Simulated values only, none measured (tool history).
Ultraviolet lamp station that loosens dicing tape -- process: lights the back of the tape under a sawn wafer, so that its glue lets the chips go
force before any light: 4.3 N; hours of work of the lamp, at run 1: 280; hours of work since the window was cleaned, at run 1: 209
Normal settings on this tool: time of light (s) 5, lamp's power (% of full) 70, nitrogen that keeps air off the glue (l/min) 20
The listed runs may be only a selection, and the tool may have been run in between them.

run,hour,time of light (s),lamp's power (% of full),nitrogen that keeps air off the glue (l/min),hours of work of the lamp,hours of work since the window was cleaned,force that peels the tape off (N),light that reached the tape (mJ/cm²)
1,0,5,70,20,280,209,0.543,316
2,5.5,5,70,20,284,212,0.542,313
3,14.7,5,70,20,290,219,0.525,310
4,19.4,2,70,20,293,222,1.767,125
5,30.2,2,70,20,300,229,1.823,117
6,41.2,2,70,20,307,236,1.796,122
# hour 42.7: window cleaned of glue's vapour
7,46.4,4,70,20,310,2,1.008,208
8,51.9,4,72,18,314,6,0.977,215
9,59.1,7,64,6,319,11,0.785,336
10,66.6,5,60,7,324,16,1.287,222
11,75.3,5,60,7,329,21,1.32,220
12,85.4,6,74,31,336,28,0.459,326
13,93.2,6,74,34,341,33,0.421,319
14,99.9,6,69,34,346,38,0.49,297

Consider 5 possible next runs. They are alternatives, not a sequence: every one starts from the tool as it was left by run 14. What does each give?
# hour 101.4: window cleaned of glue's vapour, once more
A,108.3,6,91,26,351,5,?,?
# hour 101.4: window cleaned of glue's vapour, once more
B,108.3,7,97,13,351,5,?,?
# hour 101.4: window cleaned of glue's vapour, once more
C,108.3,7,76,7,351,5,?,?
# hour 101.4: window cleaned of glue's vapour, once more
D,108.3,5,61,20,351,5,?,?
# hour 101.4: window cleaned of glue's vapour, once more
E,108.3,5,61,7,351,5,?,?

run,force that peels the tape off (N),light that reached the tape (mJ/cm²)
A,0.196,561
B,0.175,703
C,0.32,552
D,0.551,317
E,0.802,311
With the hidden condition removed and each run's random variation left untouched, the same runs would have given:
run,force that peels the tape off (N),light that reached the tape (mJ/cm²)
A,0.181,610
B,0.164,764
C,0.278,600
D,0.477,345
E,0.705,338
